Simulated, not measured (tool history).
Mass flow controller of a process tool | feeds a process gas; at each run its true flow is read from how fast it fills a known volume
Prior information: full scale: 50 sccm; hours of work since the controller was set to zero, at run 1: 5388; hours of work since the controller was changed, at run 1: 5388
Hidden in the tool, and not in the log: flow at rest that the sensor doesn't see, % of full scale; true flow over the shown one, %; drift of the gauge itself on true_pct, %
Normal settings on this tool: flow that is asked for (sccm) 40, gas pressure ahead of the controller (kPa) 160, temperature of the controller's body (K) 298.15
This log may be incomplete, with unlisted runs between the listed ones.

run      day  flow that is asked for (sccm)  gas pressure ahead of the controller (kPa)  temperature of the controller's body (K)  hours of work since the controller was set to zero  hours of work since the controller was changed  true flow (%)
  1    0.000                             40                                         160                                    298.15                                                5388                                            5388          99.08
  2    5.483                             40                                         160                                    298.15                                                5458                                            5458          99.06
  3   11.583                             40                                         160                                    298.15                                                5536                                            5536          99.11
  4   16.817                             40                                         160                                    298.15                                                5604                                            5604          99.11
  5   20.296                             40                                         160                                    298.15                                                5648                                            5648          99.11
  6   24.283                             40                                         160                                    298.15                                                5699                                            5699          99.06
  7   30.175                             40                                         160                                    312.15                                                5775                                            5775          98.35
  8   32.983                             12                                         160                                    298.15                                                5811                                            5811         100.51
  9   39.300                             12                                         160                                    298.15                                                5892                                            5892         100.67
 10   43.300                             40                                         160                                    298.15                                                5943                                            5943          99.03
 11   49.696                             40                                         160                                    298.15                                                6025                                            6025          99.07
 12   55.550                             40                                         160                                    298.15                                                6100                                            6100          99.00
      56.475  -- controller exchanged for a calibrated one
 13   60.288                              5                                         160                                    298.15                                                  49                                              49          98.95
 14   66.029                              5                                         160                                    298.15                                                 122                                             122          99.04
 15   72.250                             40                                         275                                    298.15                                                 202                                             202          99.67
 16   75.800                             40                                         275                                    298.15                                                 248                                             248          99.68
 17   81.621                             40                                         275                                    298.15                                                 322                                             322          99.67
 18   87.633                             40                                         275                                    298.15                                                 399                                             399          99.58
 19   92.329                             40                                         275                                    298.15                                                 460                                             460          99.69
 20   97.779                             40                                         160                                    298.15                                                 529                                             529          99.55
 21  102.808                             40                                         160                                    298.15                                                 594                                             594          99.47
 22  108.867                             40                                         160                                    298.15                                                 672                                             672          99.47
 23  115.079                             38                                         160                                    298.15                                                 751                                             751          99.40
 24  121.112                             38                                         160                                    298.15                                                 829                                             829          99.38
 25  125.321                             38                                         160                                    298.15                                                 883                                             883          99.28

Run 26 comes next. What will it give?
 26  131.796                             38                                         160                                    298.15                                                 965                                             965              ?

Run 26 yielded true flow (%) 99.27.
The same run, on a tool lacking any hidden state, would have yielded true flow (%) 99.59.

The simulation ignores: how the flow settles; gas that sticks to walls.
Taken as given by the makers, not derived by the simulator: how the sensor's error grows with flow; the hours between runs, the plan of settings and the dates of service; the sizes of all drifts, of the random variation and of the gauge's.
